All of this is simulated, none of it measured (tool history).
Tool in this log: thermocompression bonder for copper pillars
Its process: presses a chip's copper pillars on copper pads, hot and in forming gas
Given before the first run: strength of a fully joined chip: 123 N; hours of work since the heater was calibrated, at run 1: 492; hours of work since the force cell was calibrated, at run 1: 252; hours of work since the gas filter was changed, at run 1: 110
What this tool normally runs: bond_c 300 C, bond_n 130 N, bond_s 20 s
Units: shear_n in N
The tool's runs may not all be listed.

| run | hour | bond_c | bond_n | bond_s | hours of work since the heater was calibrated | hours of work since the force cell was calibrated | hours of work since the gas filter was changed | shear_n |
|---|---|---|---|---|---|---|---|---|
| 1 | 0.0 | 300 | 130 | 20 | 492 | 252 | 110 | 77.8 |
| 2 | 11.8 | 300 | 130 | 20 | 501 | 261 | 119 | 77.6 |
| 3 | 20.6 | 300 | 130 | 20 | 507 | 267 | 125 | 77.6 |
| 4 | 26.2 | 290 | 130 | 20 | 512 | 271 | 130 | 68.9 |
| 5 | 36.0 | 290 | 130 | 20 | 519 | 279 | 137 | 69.4 |
| 6 | 42.7 | 311 | 130 | 20 | 524 | 283 | 142 | 85.4 |
| 7 | 50.3 | 311 | 130 | 20 | 529 | 289 | 147 | 85.4 |
| 8 | 63.4 | 300 | 130 | 20 | 539 | 299 | 157 | 76.6 |
| 9 | 73.5 | 300 | 130 | 20 | 547 | 306 | 165 | 77.5 |
| 10 | 80.9 | 300 | 130 | 20 | 552 | 312 | 170 | 76.4 |
| 11 | 87.4 | 300 | 130 | 10 | 557 | 317 | 175 | 62.0 |
| 12 | 96.7 | 300 | 130 | 10 | 564 | 323 | 182 | 61.8 |
| 13 | 104.9 | 300 | 130 | 29 | 570 | 330 | 188 | 83.6 |
| 14 | 118.1 | 300 | 130 | 29 | 580 | 339 | 198 | 83.6 |
| 15 | 128.2 | 300 | 130 | 29 | 587 | 347 | 205 | 83.4 |
|  | 135.4 | forming gas filter changed |
| 16 | 136.7 | 280 | 130 | 20 | 593 | 353 | 1 | 64.3 |
| 17 | 142.3 | 300 | 130 | 20 | 597 | 357 | 5 | 81.9 |
| 18 | 153.2 | 326 | 130 | 20 | 605 | 365 | 13 | 101.6 |
| 19 | 165.4 | 326 | 130 | 20 | 614 | 374 | 22 | 101.9 |
| 20 | 172.8 | 300 | 165 | 20 | 620 | 379 | 28 | 95.9 |
| 21 | 180.4 | 302 | 152 | 20 | 625 | 385 | 33 | 92.4 |
| 22 | 187.1 | 302 | 152 | 20 | 630 | 390 | 38 | 92.3 |
| 23 | 193.0 | 282 | 101 | 29 | 635 | 394 | 43 | 58.3 |
| 24 | 201.0 | 282 | 101 | 29 | 641 | 400 | 49 | 58.2 |
| 25 | 211.4 | 300 | 103 | 26 | 648 | 408 | 56 | 72.8 |
| 26 | 220.8 | 300 | 114 | 26 | 655 | 415 | 63 | 78.5 |
| 27 | 234.0 | 300 | 130 | 25 | 665 | 425 | 73 | 85.0 |
| 28 | 245.5 | 300 | 130 | 25 | 674 | 433 | 82 | 85.1 |
| 29 | 254.0 | 275 | 83 | 25 | 680 | 440 | 88 | 39.9 |
| 30 | 261.6 | 272 | 180 | 20 | 686 | 445 | 93 | 75.3 |
| 31 | 269.4 | 272 | 180 | 20 | 691 | 451 | 99 | 75.6 |
|  | 280.2 | heater calibrated with a thermocouple chip |
| 32 | 280.2 | 300 | 128 | 30 | 0 | 457 | 106 | 81.1 |
| 33 | 292.6 | 300 | 128 | 30 | 9 | 467 | 115 | 81.3 |
| 34 | 298.8 | 314 | 151 | 15 | 14 | 471 | 119 | 87.4 |
| 35 | 305.6 | 314 | 151 | 15 | 19 | 476 | 124 | 87.7 |
| 36 | 314.6 | 294 | 113 | 11 | 25 | 483 | 131 | 48.4 |

Some steps in shear_n, run to run, broken into two amounts with sign: the step expected even without the hidden condition (settings, incoming material, random variation), and the rest, left for the hidden condition together with whatever gauge scatter is not in both the measured and the hidden-condition-free result:
The hidden state here: true temperature of the bond over the reading, C; force that reaches the chip, % of what is set; oxide that the forming gas leaves, % of the face; drift of the gauge itself on shear_n, %.
Run 15 -> 16: bond_c 300 -> 280, bond_s 29 -> 20, forming gas filter changed. shear_n -19.1 N: hidden state +6.9, all else -26.0.
Run 28 -> 29: bond_c 300 -> 275, bond_n 130 -> 83. shear_n -45.2 N: hidden state +0.3, all else -45.5.
Run 29 -> 30: bond_c 275 -> 272, bond_n 83 -> 180, bond_s 25 -> 20. shear_n +35.4 N: hidden state +0.5, all else +34.9.
Run 31 -> 32: bond_c 272 -> 300, bond_n 180 -> 128, bond_s 20 -> 30, heater calibrated with a thermocouple chip. shear_n +5.5 N: hidden state -7.3, all else +12.8.
Run 35 -> 36: bond_c 314 -> 294, bond_n 151 -> 113, bond_s 15 -> 11. shear_n -39.3 N: hidden state +1.9, all else -41.2.
